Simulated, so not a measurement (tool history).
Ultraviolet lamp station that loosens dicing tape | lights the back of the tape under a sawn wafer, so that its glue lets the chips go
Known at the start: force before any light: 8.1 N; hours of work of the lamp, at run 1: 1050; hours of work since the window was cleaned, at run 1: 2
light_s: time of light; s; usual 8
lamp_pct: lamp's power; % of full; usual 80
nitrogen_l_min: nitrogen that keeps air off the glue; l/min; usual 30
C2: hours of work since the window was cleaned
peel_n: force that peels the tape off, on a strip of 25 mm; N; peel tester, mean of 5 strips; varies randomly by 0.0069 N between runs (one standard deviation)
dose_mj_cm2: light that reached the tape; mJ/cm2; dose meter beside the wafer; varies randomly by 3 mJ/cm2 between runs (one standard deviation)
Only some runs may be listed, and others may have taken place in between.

run 1 hour=0.0 | light_s=8 lamp_pct=80 nitrogen_l_min=30 | hours_of_work_of_the_lamp=1050 C2=2 | peel_n=0.379 dose_mj_cm2=377
run 2 hour=37.9 | light_s=6 lamp_pct=80 nitrogen_l_min=30 | hours_of_work_of_the_lamp=1069 C2=21 | peel_n=0.752 dose_mj_cm2=284
run 3 hour=101.4 | light_s=8 lamp_pct=80 nitrogen_l_min=30 | hours_of_work_of_the_lamp=1101 C2=53 | peel_n=0.402 dose_mj_cm2=371
run 4 hour=177.2 | light_s=8 lamp_pct=80 nitrogen_l_min=30 | hours_of_work_of_the_lamp=1140 C2=91 | peel_n=0.383 dose_mj_cm2=369
run 5 hour=228.6 | light_s=8 lamp_pct=80 nitrogen_l_min=30 | hours_of_work_of_the_lamp=1166 C2=117 | peel_n=0.395 dose_mj_cm2=363
run 6 hour=266.0 | light_s=11 lamp_pct=80 nitrogen_l_min=30 | hours_of_work_of_the_lamp=1185 C2=136 | peel_n=0.190 dose_mj_cm2=496
run 7 hour=328.2 | light_s=8 lamp_pct=80 nitrogen_l_min=30 | hours_of_work_of_the_lamp=1216 C2=168 | peel_n=0.432 dose_mj_cm2=355
run 8 hour=391.5 | light_s=8 lamp_pct=80 nitrogen_l_min=30 | hours_of_work_of_the_lamp=1248 C2=200 | peel_n=0.408 dose_mj_cm2=357
run 9 hour=471.1 | light_s=8 lamp_pct=80 nitrogen_l_min=30 | hours_of_work_of_the_lamp=1288 C2=240 | peel_n=0.441 dose_mj_cm2=349
run 10 hour=542.7 | light_s=8 lamp_pct=80 nitrogen_l_min=30 | hours_of_work_of_the_lamp=1325 C2=276 | peel_n=0.458 dose_mj_cm2=343
run 11 hour=593.2 | light_s=8 lamp_pct=80 nitrogen_l_min=30 | hours_of_work_of_the_lamp=1350 C2=302 | peel_n=0.472 dose_mj_cm2=344
run 12 hour=634.3 | light_s=8 lamp_pct=80 nitrogen_l_min=25 | hours_of_work_of_the_lamp=1371 C2=322 | peel_n=0.567 dose_mj_cm2=340
-- hour=664.4 window cleaned of glue's vapour
run 13 hour=717.3 | light_s=8 lamp_pct=80 nitrogen_l_min=25 | hours_of_work_of_the_lamp=1413 C2=27 | peel_n=0.624 dose_mj_cm2=321
run 14 hour=792.0 | light_s=8 lamp_pct=80 nitrogen_l_min=25 | hours_of_work_of_the_lamp=1451 C2=65 | peel_n=0.632 dose_mj_cm2=322
-- hour=812.3 window cleaned of glue's vapour, once more
run 15 hour=844.6 | light_s=8 lamp_pct=92 nitrogen_l_min=30 | hours_of_work_of_the_lamp=1477 C2=16 | peel_n=0.301 dose_mj_cm2=403
run 16 hour=915.7 | light_s=13 lamp_pct=80 nitrogen_l_min=30 | hours_of_work_of_the_lamp=1513 C2=52 | peel_n=0.135 dose_mj_cm2=568
run 17 hour=953.3 | light_s=13 lamp_pct=80 nitrogen_l_min=30 | hours_of_work_of_the_lamp=1532 C2=71 | peel_n=0.143 dose_mj_cm2=565
run 18 hour=1017.7 | light_s=13 lamp_pct=80 nitrogen_l_min=30 | hours_of_work_of_the_lamp=1564 C2=104 | peel_n=0.136 dose_mj_cm2=555
run 19 hour=1082.5 | light_s=13 lamp_pct=80 nitrogen_l_min=30 | hours_of_work_of_the_lamp=1597 C2=137 | peel_n=0.143 dose_mj_cm2=544
run 20 hour=1127.9 | light_s=13 lamp_pct=80 nitrogen_l_min=30 | hours_of_work_of_the_lamp=1620 C2=160 | peel_n=0.154 dose_mj_cm2=540
run 21 hour=1173.4 | light_s=13 lamp_pct=80 nitrogen_l_min=30 | hours_of_work_of_the_lamp=1643 C2=183 | peel_n=0.153 dose_mj_cm2=541
run 22 hour=1244.7 | light_s=8 lamp_pct=80 nitrogen_l_min=30 | hours_of_work_of_the_lamp=1679 C2=219 | peel_n=0.508 dose_mj_cm2=332
-- hour=1294.5 lamp changed
run 23 hour=1319.0 | light_s=8 lamp_pct=80 nitrogen_l_min=30 | hours_of_work_of_the_lamp=12 C2=256 | peel_n=0.273 dose_mj_cm2=418
run 24 hour=1368.8 | light_s=8 lamp_pct=80 nitrogen_l_min=30 | hours_of_work_of_the_lamp=38 C2=281 | peel_n=0.287 dose_mj_cm2=420
run 25 hour=1405.6 | light_s=8 lamp_pct=97 nitrogen_l_min=30 | hours_of_work_of_the_lamp=56 C2=300 | peel_n=0.188 dose_mj_cm2=497
run 26 hour=1460.5 | light_s=9 lamp_pct=79 nitrogen_l_min=14 | hours_of_work_of_the_lamp=84 C2=327 | peel_n=0.467 dose_mj_cm2=454
-- hour=1476.5 window cleaned of glue's vapour
run 27 hour=1500.2 | light_s=8 lamp_pct=60 nitrogen_l_min=19 | hours_of_work_of_the_lamp=104 C2=12 | peel_n=0.802 dose_mj_cm2=319
run 28 hour=1567.4 | light_s=8 lamp_pct=60 nitrogen_l_min=19 | hours_of_work_of_the_lamp=138 C2=46 | peel_n=0.822 dose_mj_cm2=318
run 29 hour=1632.0 | light_s=8 lamp_pct=60 nitrogen_l_min=19 | hours_of_work_of_the_lamp=171 C2=79 | peel_n=0.854 dose_mj_cm2=316
run 30 hour=1678.9 | light_s=6 lamp_pct=62 nitrogen_l_min=37 | hours_of_work_of_the_lamp=194 C2=102 | peel_n=0.887 dose_mj_cm2=243
run 31 hour=1718.9 | light_s=6 lamp_pct=62 nitrogen_l_min=37 | hours_of_work_of_the_lamp=214 C2=123 | peel_n=0.857 dose_mj_cm2=242
run 32 hour=1778.0 | light_s=8 lamp_pct=94 nitrogen_l_min=30 | hours_of_work_of_the_lamp=244 C2=153 | peel_n=0.186 dose_mj_cm2=480
run 33 hour=1824.7 | light_s=9 lamp_pct=90 nitrogen_l_min=30 | hours_of_work_of_the_lamp=268 C2=176 | peel_n=0.158 dose_mj_cm2=513
run 34 hour=1881.4 | light_s=5 lamp_pct=74 nitrogen_l_min=30 | hours_of_work_of_the_lamp=297 C2=205 | peel_n=1.045 dose_mj_cm2=233
run 35 hour=1960.6 | light_s=5 lamp_pct=82 nitrogen_l_min=9 | hours_of_work_of_the_lamp=337 C2=245 | peel_n=2.010 dose_mj_cm2=261
run 36 hour=2043.8 | light_s=11 lamp_pct=80 nitrogen_l_min=14 | hours_of_work_of_the_lamp=379 C2=287 | peel_n=0.301 dose_mj_cm2=546
run 37 hour=2078.8 | light_s=11 lamp_pct=72 nitrogen_l_min=11 | hours_of_work_of_the_lamp=397 C2=305 | peel_n=0.516 dose_mj_cm2=493
-- hour=2139.4 window cleaned of glue's vapour
run 38 hour=2139.4 | light_s=11 lamp_pct=72 nitrogen_l_min=11 | hours_of_work_of_the_lamp=427 C2=0 | peel_n=0.448 dose_mj_cm2=511
run 39 hour=2199.7 | light_s=5 lamp_pct=99 nitrogen_l_min=23 | hours_of_work_of_the_lamp=457 C2=30 | peel_n=0.725 dose_mj_cm2=312
run 40 hour=2254.6 | light_s=15 lamp_pct=84 nitrogen_l_min=17 | hours_of_work_of_the_lamp=485 C2=58 | peel_n=0.108 dose_mj_cm2=797
run 41 hour=2321.6 | light_s=12 lamp_pct=80 nitrogen_l_min=13 | hours_of_work_of_the_lamp=519 C2=92 | peel_n=0.255 dose_mj_cm2=599
run 42 hour=2386.5 | light_s=13 lamp_pct=73 nitrogen_l_min=11 | hours_of_work_of_the_lamp=552 C2=125 | peel_n=0.319 dose_mj_cm2=584
run 43 hour=2422.7 | light_s=6 lamp_pct=72 nitrogen_l_min=49 | hours_of_work_of_the_lamp=570 C2=143 | peel_n=0.579 dose_mj_cm2=265
run 44 hour=2500.7 | light_s=15 lamp_pct=72 nitrogen_l_min=24 | hours_of_work_of_the_lamp=610 C2=183 | peel_n=0.113 dose_mj_cm2=656

Take each entry between the runs: how does the hidden state at the last listed run before it differ from the hidden state at the first listed run after it?
Logged between run 12 and run 13: window cleaned of glue's vapour (hour 664.4)
  lamp's light, % of a new lamp's: 80.8 -> 80.3; light that the window lets through, % of a clean one's: 94.3 -> 91.4
  measured less the result without the state, peel_n: +0.282 -> +0.336 N; dose_mj_cm2: -105 -> -118 mJ/cm2
Logged between run 14 and run 15: window cleaned of glue's vapour, once more (hour 812.3)
  lamp's light, % of a new lamp's: 79.9 -> 79.5; light that the window lets through, % of a clean one's: 90.8 -> 99.5
  measured less the result without the state, peel_n: +0.351 -> +0.136 N; dose_mj_cm2: -122 -> -107 mJ/cm2
Logged between run 22 and run 23: lamp changed (hour 1294.5)
  lamp's light, % of a new lamp's: 77 -> 98.9; light that the window lets through, % of a clean one's: 96.1 -> 95.6
  measured less the result without the state, peel_n: +0.273 -> +0.037 N; dose_mj_cm2: -115 -> -24 mJ/cm2
Logged between run 26 and run 27: window cleaned of glue's vapour (hour 1476.5)
  lamp's light, % of a new lamp's: 97.9 -> 97.7; light that the window lets through, % of a clean one's: 94.4 -> 99.3
  measured less the result without the state, peel_n: +0.086 -> +0.052 N; dose_mj_cm2: -37 -> -10 mJ/cm2
Logged between run 37 and run 38: window cleaned of glue's vapour (hour 2139.4)
  lamp's light, % of a new lamp's: 94 -> 93.6; light that the window lets through, % of a clean one's: 94.4 -> 99.4
  measured less the result without the state, peel_n: +0.136 -> +0.076 N; dose_mj_cm2: -62 -> -38 mJ/cm2
